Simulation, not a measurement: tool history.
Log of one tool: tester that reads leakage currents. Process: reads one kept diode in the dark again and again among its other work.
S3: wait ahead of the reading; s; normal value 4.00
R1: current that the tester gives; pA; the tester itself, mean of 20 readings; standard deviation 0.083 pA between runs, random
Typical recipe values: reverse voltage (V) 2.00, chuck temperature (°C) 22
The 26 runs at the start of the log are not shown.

Run 27, hour 2310.9: usual settings but reverse voltage (V) 2.61, chuck temperature (°C) 27, S3 3.36 s. Result: R1 36.89 pA.
Run 28, hour 2389.7: usual settings but reverse voltage (V) 13.47, chuck temperature (°C) 38, S3 0.41 s. Result: R1 211.56 pA.
Run 29, hour 2489.9: usual settings but chuck temperature (°C) 29, S3 1.11 s. Result: R1 37.91 pA.
Run 30, hour 2563.2: usual settings but reverse voltage (V) 12.41, chuck temperature (°C) 26, S3 2.70 s. Result: R1 75.59 pA.
At hour 2604.8: chuck's temperature calibrated.
Run 31, hour 2664.4: usual settings but reverse voltage (V) 12.41, chuck temperature (°C) 26, S3 2.70 s. Result: R1 84.31 pA.
Run 32, hour 2754.5: usual settings but reverse voltage (V) 11.23, chuck temperature (°C) 26, S3 2.70 s. Result: R1 79.04 pA.
Run 33, hour 2867.6: usual settings but chuck temperature (°C) 41, S3 6.76 s. Result: R1 101.81 pA.
Run 34, hour 2978.0: usual settings but chuck temperature (°C) 46, S3 2.79 s. Result: R1 146.43 pA.

Run 35 comes next. What will it give?
Run 35, hour 3057.6: usual settings but chuck temperature (°C) 46, S3 2.79 s. Result: R1 ?.

{"run 35": {"R1": 146.41}}
Minus the tool's unlogged condition, the same run would have read R1 151.54 pA.
